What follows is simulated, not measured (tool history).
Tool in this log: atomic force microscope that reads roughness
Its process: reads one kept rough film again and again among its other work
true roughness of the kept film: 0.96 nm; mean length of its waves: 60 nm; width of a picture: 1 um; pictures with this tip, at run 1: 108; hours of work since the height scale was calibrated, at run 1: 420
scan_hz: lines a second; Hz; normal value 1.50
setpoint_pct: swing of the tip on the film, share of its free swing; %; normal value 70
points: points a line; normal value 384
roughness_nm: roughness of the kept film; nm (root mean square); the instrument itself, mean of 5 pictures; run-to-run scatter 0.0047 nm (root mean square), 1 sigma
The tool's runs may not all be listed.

run	hour	scan_hz	setpoint_pct	points	pictures with this tip	hours of work since the height scale was calibrated	roughness_nm
1	0.0	1.50	70	384	108	420	0.895
# hour 10.2: new tip fitted
2	20.7	1.50	70	384	14	432	0.911
3	33.3	1.50	70	384	31	440	0.905
4	44.6	1.50	70	384	46	446	0.903
5	59.4	1.50	71	384	66	455	0.902
6	79.3	1.50	71	933	93	467	0.892
# hour 99.6: new tip fitted
7	100.5	1.50	70	384	1	479	0.913
8	113.7	1.50	70	384	19	487	0.900
9	123.2	1.50	70	384	32	493	0.906
10	137.1	1.50	70	384	51	501	0.897
11	153.5	1.50	70	384	73	511	0.896

Estimate the outcome of run 12 from the log above:
12	169.3	0.53	71	521	94	520	?

Run 12 came out at roughness_nm 0.920 nm (root mean square).
With no hidden state in the tool, this same run would have given roughness_nm 0.938 nm (root mean square).
